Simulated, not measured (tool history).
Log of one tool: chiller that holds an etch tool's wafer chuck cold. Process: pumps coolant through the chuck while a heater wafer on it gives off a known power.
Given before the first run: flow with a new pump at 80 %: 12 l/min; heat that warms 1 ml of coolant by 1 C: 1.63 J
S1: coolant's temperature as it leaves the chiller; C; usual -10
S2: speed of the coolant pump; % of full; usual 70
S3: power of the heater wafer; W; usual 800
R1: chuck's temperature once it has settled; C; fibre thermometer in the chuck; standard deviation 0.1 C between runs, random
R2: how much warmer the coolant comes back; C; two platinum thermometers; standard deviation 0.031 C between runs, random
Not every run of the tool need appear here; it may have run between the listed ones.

run	hour	S1	S2	S3	R1	R2
1	0	-10	70	800	-3	2.82
2	215.2	-10	70	800	-2.9	2.76
3	404.8	-10	70	450	-5.8	1.59
4	583.7	-10	70	450	-6.1	1.53
5	697.4	-10	70	450	-5.8	1.55
6	819.4	-10	70	450	-6	1.55
7	977.9	-10	70	450	-6	1.55
8	1178.3	-10	70	450	-6	1.54
# hour 1259: coolant changed, channels flushed
9	1388.4	-10	70	703	-3.8	2.45
10	1534.7	-10	70	703	-3.8	2.35
11	1649.1	-10	70	703	-3.7	2.45
12	1855.1	-10	71	800	-3.1	2.74
13	1974.5	-10	71	800	-2.9	2.75
14	2185.2	-10	71	800	-3.2	2.7
15	2403.8	-10	71	762	-3.3	2.53
16	2542.5	-10	89	762	-4.2	2
# hour 2656.5: chiller's thermometer calibrated
17	2657.6	-14	71	1081	-4.5	3.62
18	2864.3	-8	83	746	-1.8	2.07
19	3002.4	-8	80	1003	0.1	2.91

For run 20, what comes out?
20	3202.5	-19	70	565	?	?

R1: -13.8 C
R2: 1.84 C
With the hidden condition absent and the run-to-run variation left alone, this run would have shown R1 -13.8 C, R2 1.98 C.

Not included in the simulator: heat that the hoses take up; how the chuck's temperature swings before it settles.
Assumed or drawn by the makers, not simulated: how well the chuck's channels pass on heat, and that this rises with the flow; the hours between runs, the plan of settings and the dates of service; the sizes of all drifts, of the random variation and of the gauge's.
